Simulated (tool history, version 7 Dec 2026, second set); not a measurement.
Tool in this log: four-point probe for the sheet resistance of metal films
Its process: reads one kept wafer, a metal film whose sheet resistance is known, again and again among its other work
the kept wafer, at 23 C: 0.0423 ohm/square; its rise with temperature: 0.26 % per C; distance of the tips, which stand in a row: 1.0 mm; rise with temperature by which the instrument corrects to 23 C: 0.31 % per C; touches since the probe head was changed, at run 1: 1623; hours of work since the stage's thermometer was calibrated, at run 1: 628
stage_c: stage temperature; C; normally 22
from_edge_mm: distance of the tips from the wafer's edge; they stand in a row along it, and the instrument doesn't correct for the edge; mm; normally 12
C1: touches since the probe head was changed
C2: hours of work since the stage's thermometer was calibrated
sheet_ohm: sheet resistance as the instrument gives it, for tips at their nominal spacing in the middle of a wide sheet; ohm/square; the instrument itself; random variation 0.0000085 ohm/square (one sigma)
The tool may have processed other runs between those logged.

Run 1, day 0: usual settings; C1 1623; C2 628. Result: sheet_ohm 0.042466 ohm/square.
Run 2, day 2.546: usual settings; C1 4372; C2 659. Result: sheet_ohm 0.042494 ohm/square.
Run 3, day 3.654: usual settings; C1 5569; C2 673. Result: sheet_ohm 0.042474 ohm/square.
Run 4, day 4.829: usual settings but stage_c 31 C; C1 6836; C2 687. Result: sheet_ohm 0.042287 ohm/square.
Run 5, day 6.225: usual settings; C1 8344; C2 704. Result: sheet_ohm 0.042483 ohm/square.
Run 6, day 7.296: usual settings; C1 9501; C2 717. Result: sheet_ohm 0.042487 ohm/square.
Run 7, day 9.208: usual settings; C1 11566; C2 741. Result: sheet_ohm 0.04249 ohm/square.
Run 8, day 11.146: usual settings; C1 13658; C2 765. Result: sheet_ohm 0.042475 ohm/square.
Run 9, day 13.65: usual settings; C1 16362; C2 796. Result: sheet_ohm 0.042478 ohm/square.
Run 10, day 14.996: usual settings but stage_c 32 C, from_edge_mm 5 mm; C1 17815; C2 812. Result: sheet_ohm 0.042991 ohm/square.
Run 11, day 17.004: usual settings but stage_c 32 C, from_edge_mm 3 mm; C1 19983; C2 837. Result: sheet_ohm 0.044468 ohm/square.
Run 12, day 18.612: usual settings but stage_c 33 C, from_edge_mm 8 mm; C1 21721; C2 857. Result: sheet_ohm 0.042441 ohm/square.
Run 13, day 20.746: usual settings but stage_c 29 C, from_edge_mm 8 mm; C1 24026; C2 883. Result: sheet_ohm 0.042531 ohm/square.
Run 14, day 22.7: usual settings but from_edge_mm 34 mm; C1 26135; C2 907. Result: sheet_ohm 0.042341 ohm/square.
Run 15, day 24.675: usual settings but from_edge_mm 34 mm; C1 28267; C2 931. Result: sheet_ohm 0.042343 ohm/square.
Run 16, day 26.283: usual settings but from_edge_mm 34 mm; C1 30005; C2 951. Result: sheet_ohm 0.042335 ohm/square.
Run 17, day 28.646: usual settings but from_edge_mm 34 mm; C1 32553; C2 980. Result: sheet_ohm 0.042342 ohm/square.
Run 18, day 30.488: usual settings but stage_c 25 C, from_edge_mm 67 mm; C1 34544; C2 1003. Result: sheet_ohm 0.042265 ohm/square.

Branching from run 18: 4 alternative next runs. What would each branch give?
Run A, day 32.571: usual settings but stage_c 35 C, from_edge_mm 6 mm; C1 36792; C2 1028. Result: sheet_ohm ?.
Run B, day 32.571: usual settings but stage_c 32 C, from_edge_mm 67 mm; C1 36792; C2 1028. Result: sheet_ohm ?.
Run C, day 32.571: usual settings but stage_c 31 C, from_edge_mm 67 mm; C1 36792; C2 1028. Result: sheet_ohm ?.
Run D, day 32.571: usual settings but from_edge_mm 5 mm; C1 36792; C2 1028. Result: sheet_ohm ?.

run  sheet_ohm
  A   0.042674
  B   0.042116
  C   0.042141
  D   0.043234
Had the tool no hidden state, the same runs would have come out as:
run  sheet_ohm
  A   0.042675
  B   0.042117
  C   0.042141
  D   0.043234
